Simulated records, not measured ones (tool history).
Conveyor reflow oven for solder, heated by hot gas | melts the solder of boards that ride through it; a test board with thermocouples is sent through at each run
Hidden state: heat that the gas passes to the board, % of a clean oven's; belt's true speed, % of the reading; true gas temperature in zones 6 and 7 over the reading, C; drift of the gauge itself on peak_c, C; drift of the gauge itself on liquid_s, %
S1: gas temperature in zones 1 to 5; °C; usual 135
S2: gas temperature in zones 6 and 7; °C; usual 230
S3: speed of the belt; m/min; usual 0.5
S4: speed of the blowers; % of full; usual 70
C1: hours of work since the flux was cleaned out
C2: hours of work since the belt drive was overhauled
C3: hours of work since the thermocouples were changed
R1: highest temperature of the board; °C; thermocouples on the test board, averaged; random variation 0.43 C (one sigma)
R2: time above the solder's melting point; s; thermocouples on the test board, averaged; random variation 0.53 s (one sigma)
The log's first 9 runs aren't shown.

Run 10, day 6.275: usual settings but S2 239 °C; C1 281; C2 546; C3 281. Result: R1 218.3 °C, R2 62.3 s.
Run 11, day 6.858: usual settings but S2 239 °C; C1 289; C2 554; C3 289. Result: R1 217.2 °C, R2 62.5 s.
Run 12, day 7.575: usual settings; C1 298; C2 563; C3 298. Result: R1 210.6 °C, R2 54.8 s.
Run 13, day 8.296: usual settings; C1 307; C2 572; C3 307. Result: R1 210.3 °C, R2 54.1 s.
Run 14, day 8.983: usual settings; C1 315; C2 580; C3 315. Result: R1 209.9 °C, R2 54.1 s.
Run 15, day 9.917: usual settings but S2 242 °C; C1 327; C2 592; C3 327. Result: R1 220.2 °C, R2 64 s.
Run 16, day 10.542: usual settings but S2 229 °C; C1 335; C2 600; C3 335. Result: R1 209.4 °C, R2 53.3 s.
At day 10.962: flux residue cleaned out of gas plates and filters.
Run 17, day 11.35: usual settings but S2 223 °C, S4 65 % of full; C1 5; C2 608; C3 342. Result: R1 206.4 °C, R2 50.1 s.
Run 18, day 12.096: usual settings but S2 223 °C, S3 0.417 m/min, S4 57 % of full; C1 14; C2 617; C3 352. Result: R1 209 °C, R2 65.3 s.
Run 19, day 13.083: usual settings but S2 236 °C, S3 0.569 m/min, S4 83 % of full; C1 27; C2 629; C3 364. Result: R1 217.4 °C, R2 53.9 s.
Run 20, day 13.588: usual settings but S1 122 °C, S3 0.428 m/min; C1 33; C2 636; C3 370. Result: R1 216 °C, R2 68.7 s.
Run 21, day 14.046: usual settings but S1 122 °C, S3 0.506 m/min; C1 39; C2 641; C3 376. Result: R1 209.8 °C, R2 51.5 s.
Run 22, day 14.671: usual settings but S1 122 °C, S3 0.506 m/min; C1 47; C2 649; C3 384. Result: R1 210.7 °C, R2 49.9 s.
Run 23, day 15.604: usual settings but S1 122 °C, S2 238 °C, S3 0.486 m/min, S4 61 % of full; C1 58; C2 661; C3 396. Result: R1 215.7 °C, R2 56.7 s.
Run 24, day 16.571: usual settings but S1 125 °C, S2 231 °C, S3 0.596 m/min, S4 64 % of full; C1 70; C2 673; C3 408. Result: R1 202.4 °C, R2 33.4 s.
Run 25, day 17.542: usual settings but S1 125 °C, S2 233 °C, S3 0.596 m/min, S4 74 % of full; C1 83; C2 685; C3 420. Result: R1 207.8 °C, R2 39.6 s.
Run 26, day 18.058: usual settings but S1 125 °C, S2 233 °C, S3 0.596 m/min, S4 74 % of full; C1 89; C2 692; C3 427. Result: R1 207.8 °C, R2 40.9 s.
Run 27, day 19.079: usual settings but S2 228 °C; C1 102; C2 705; C3 439. Result: R1 210.5 °C, R2 55.6 s.
Run 28, day 20.083: usual settings but S2 237 °C, S3 0.453 m/min; C1 114; C2 717; C3 452. Result: R1 222 °C, R2 72.7 s.
Run 29, day 20.983: usual settings but S2 243 °C, S3 0.453 m/min; C1 126; C2 728; C3 463. Result: R1 226.4 °C, R2 76.3 s.
Run 30, day 21.762: usual settings but S2 243 °C, S3 0.453 m/min; C1 136; C2 738; C3 473. Result: R1 226.9 °C, R2 77.5 s.
Run 31, day 22.342: usual settings but S1 146 °C, S2 239 °C, S3 0.427 m/min, S4 53 % of full; C1 143; C2 746; C3 480. Result: R1 222.8 °C, R2 81.1 s.

Forecast each of these 3 alternatives for the next run:
Run A, day 23.121: usual settings but S1 126 °C, S2 239 °C, S3 0.58 m/min, S4 53 % of full; C1 153; C2 755; C3 490. Result: R1 ?, R2 ?.
Run B, day 23.121: usual settings but S1 132 °C, S2 239 °C, S3 0.427 m/min, S4 53 % of full; C1 153; C2 755; C3 490. Result: R1 ?, R2 ?.
Run C, day 23.121: usual settings but S2 225 °C, S4 52 % of full; C1 153; C2 755; C3 490. Result: R1 ?, R2 ?.

run     R1    R2
  A    204  36.4
  B    219  73.4
  C  202.3  42.9
Without the tool's hidden state the same runs would have given:
run     R1    R2
  A  204.8  37.3
  B  219.2  73.2
  C  202.6  43.3

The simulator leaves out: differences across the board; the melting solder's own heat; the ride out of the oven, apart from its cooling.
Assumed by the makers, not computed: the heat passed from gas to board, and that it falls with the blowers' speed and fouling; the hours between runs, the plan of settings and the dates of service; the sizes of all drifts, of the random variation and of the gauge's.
